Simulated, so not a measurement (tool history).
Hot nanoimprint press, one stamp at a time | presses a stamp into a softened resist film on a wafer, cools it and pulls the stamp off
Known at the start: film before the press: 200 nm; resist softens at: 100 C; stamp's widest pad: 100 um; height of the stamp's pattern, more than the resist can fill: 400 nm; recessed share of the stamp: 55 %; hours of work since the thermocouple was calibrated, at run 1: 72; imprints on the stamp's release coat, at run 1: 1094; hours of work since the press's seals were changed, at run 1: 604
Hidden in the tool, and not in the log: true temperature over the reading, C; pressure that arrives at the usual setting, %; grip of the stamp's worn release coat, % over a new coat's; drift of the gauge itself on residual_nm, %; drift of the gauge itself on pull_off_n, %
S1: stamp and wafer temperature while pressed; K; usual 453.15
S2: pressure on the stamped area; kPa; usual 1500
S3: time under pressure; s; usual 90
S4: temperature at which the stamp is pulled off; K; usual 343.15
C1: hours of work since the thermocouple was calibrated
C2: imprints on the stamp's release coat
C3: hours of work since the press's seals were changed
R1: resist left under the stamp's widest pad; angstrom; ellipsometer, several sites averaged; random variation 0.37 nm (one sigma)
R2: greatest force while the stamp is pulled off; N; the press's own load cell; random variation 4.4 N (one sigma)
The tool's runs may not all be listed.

run 1 hour=0.0 | S1=453.15 S2=1500 S3=90 S4=343.15 | C1=72 C2=1094 C3=604 | R1=785 R2=268
run 2 hour=21.2 | S1=453.15 S2=1500 S3=90 S4=343.15 | C1=85 C2=1157 C3=617 | R1=800 R2=276
run 3 hour=44.8 | S1=453.15 S2=1500 S3=90 S4=343.15 | C1=100 C2=1227 C3=631 | R1=788 R2=273
run 4 hour=65.6 | S1=453.15 S2=1500 S3=90 S4=343.15 | C1=112 C2=1289 C3=644 | R1=783 R2=289
run 5 hour=86.1 | S1=453.15 S2=1500 S3=90 S4=343.15 | C1=125 C2=1349 C3=656 | R1=787 R2=280
run 6 hour=110.9 | S1=453.15 S2=1500 S3=90 S4=343.15 | C1=140 C2=1423 C3=672 | R1=784 R2=286
run 7 hour=126.4 | S1=453.15 S2=1500 S3=90 S4=343.15 | C1=149 C2=1469 C3=681 | R1=779 R2=272
run 8 hour=151.2 | S1=453.15 S2=1500 S3=90 S4=343.15 | C1=165 C2=1542 C3=696 | R1=776 R2=292
run 9 hour=168.9 | S1=453.15 S2=1500 S3=90 S4=343.15 | C1=175 C2=1595 C3=707 | R1=777 R2=298
run 10 hour=187.5 | S1=453.15 S2=1500 S3=90 S4=343.15 | C1=187 C2=1650 C3=718 | R1=770 R2=305
run 11 hour=209.0 | S1=453.15 S2=1500 S3=90 S4=335.15 | C1=200 C2=1714 C3=731 | R1=783 R2=337
run 12 hour=230.6 | S1=453.15 S2=1500 S3=90 S4=335.15 | C1=213 C2=1778 C3=745 | R1=774 R2=337
run 13 hour=253.8 | S1=453.15 S2=1500 S3=90 S4=335.15 | C1=227 C2=1847 C3=759 | R1=772 R2=341
run 14 hour=279.8 | S1=463.15 S2=1500 S3=90 S4=343.15 | C1=243 C2=1924 C3=775 | R1=535 R2=312
run 15 hour=295.4 | S1=463.15 S2=1500 S3=90 S4=343.15 | C1=253 C2=1970 C3=784 | R1=537 R2=318
run 16 hour=319.3 | S1=453.15 S2=1660 S3=165 S4=334.15 | C1=267 C2=2041 C3=799 | R1=573 R2=356
run 17 hour=334.8 | S1=461.15 S2=1470 S3=90 S4=343.15 | C1=277 C2=2087 C3=808 | R1=583 R2=316
-- hour=349.2 stamp cleaned and given a new release coat
run 18 hour=356.5 | S1=461.15 S2=1470 S3=90 S4=343.15 | C1=286 C2=21 C3=818 | R1=576 R2=209
run 19 hour=377.0 | S1=456.15 S2=1500 S3=90 S4=343.15 | C1=299 C2=82 C3=830 | R1=686 R2=210
run 20 hour=397.4 | S1=453.15 S2=1500 S3=146 S4=349.15 | C1=311 C2=143 C3=843 | R1=628 R2=203
run 21 hour=421.8 | S1=453.15 S2=1500 S3=146 S4=349.15 | C1=326 C2=215 C3=858 | R1=630 R2=205
run 22 hour=436.8 | S1=453.15 S2=1690 S3=114 S4=341.15 | C1=335 C2=259 C3=867 | R1=652 R2=220
run 23 hour=449.1 | S1=453.15 S2=1690 S3=114 S4=341.15 | C1=343 C2=296 C3=874 | R1=662 R2=234
run 24 hour=465.1 | S1=443.15 S2=1500 S3=90 S4=330.15 | C1=353 C2=343 C3=884 | R1=1102 R2=255
run 25 hour=491.6 | S1=443.15 S2=1500 S3=90 S4=330.15 | C1=369 C2=422 C3=900 | R1=1095 R2=266
run 26 hour=505.5 | S1=444.15 S2=1500 S3=59 S4=337.15 | C1=377 C2=463 C3=909 | R1=1205 R2=246
run 27 hour=531.1 | S1=444.15 S2=1500 S3=59 S4=337.15 | C1=393 C2=539 C3=924 | R1=1210 R2=250
run 28 hour=550.1 | S1=444.15 S2=1500 S3=59 S4=337.15 | C1=404 C2=595 C3=936 | R1=1199 R2=259
run 29 hour=565.8 | S1=444.15 S2=1500 S3=59 S4=337.15 | C1=414 C2=642 C3=946 | R1=1206 R2=258
-- hour=592.8 press's hydraulic seals changed and the load cell set to zero
run 30 hour=597.5 | S1=441.15 S2=2200 S3=90 S4=341.15 | C1=428 C2=712 C3=3 | R1=962 R2=249

3 ways to go on from here, each from the tool as it stands after run 30. What would each give?
run A hour=616.5 | S1=441.15 S2=1340 S3=45 S4=334.15 | C1=440 C2=769 C3=14 | R1=? R2=?
run B hour=616.5 | S1=441.15 S2=2200 S3=75 S4=332.15 | C1=440 C2=769 C3=14 | R1=? R2=?
run C hour=616.5 | S1=441.15 S2=2200 S3=90 S4=347.15 | C1=440 C2=769 C3=14 | R1=? R2=?

run=A R1=1429 R2=286
run=B R1=1015 R2=282
run=C R1=957 R2=226
Without the tool's hidden state the same runs would have given:
run=A R1=1507 R2=245
run=B R1=1100 R2=242
run=C R1=1040 R2=195
